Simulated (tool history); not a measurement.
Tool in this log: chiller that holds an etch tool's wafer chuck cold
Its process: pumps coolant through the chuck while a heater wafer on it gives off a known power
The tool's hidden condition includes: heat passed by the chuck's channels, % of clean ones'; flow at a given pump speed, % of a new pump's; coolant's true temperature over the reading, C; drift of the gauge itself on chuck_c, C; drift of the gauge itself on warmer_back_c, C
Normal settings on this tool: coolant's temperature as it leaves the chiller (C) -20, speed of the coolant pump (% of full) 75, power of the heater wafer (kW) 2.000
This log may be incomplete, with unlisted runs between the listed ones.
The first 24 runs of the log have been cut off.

run,day,coolant's temperature as it leaves the chiller (C),speed of the coolant pump (% of full),power of the heater wafer (kW),hours since the coolant was changed and the channels were flushed,hours since the pump was overhauled,hours since the chiller's thermometer was calibrated,chuck's temperature once it has settled (C),how much warmer the coolant comes back (C)
25,83.238,-21,63,2.874,3187,6128,3881,15.8,16.40
26,86.383,-21,63,2.874,3262,6203,3957,16.0,16.43
27,88.642,-17,82,2.000,3316,6258,4011,4.3,8.79
28,92.817,-17,82,2.000,3416,6358,4111,4.3,8.86
29,96.471,-17,82,2.000,3504,6446,4199,4.2,8.82
30,101.004,-24,83,2.000,3613,6554,4308,-2.7,8.72
31,104.592,-20,72,1.683,3699,6640,4394,-0.3,8.53
# day 106.292: coolant changed, channels flushed
32,107.733,-20,63,1.524,35,6710,4463,-1.9,8.70
33,112.175,-20,63,1.524,141,6817,4570,-2.2,8.83

Here are 3 independent what-if runs from the current tool condition. What would each one return?
A,114.675,-20,95,2.000,201,6876,4630,?,?
B,114.675,-27,75,2.000,201,6876,4630,?,?
C,114.675,-24,63,1.079,201,6876,4630,?,?

run,chuck's temperature once it has settled (C),how much warmer the coolant comes back (C)
A,-2.1,7.72
B,-5.9,9.75
C,-11.6,6.25
Had the tool no hidden state, the same runs would have come out as:
run,chuck's temperature once it has settled (C),how much warmer the coolant comes back (C)
A,-2.6,6.87
B,-6.8,8.68
C,-11.8,5.56
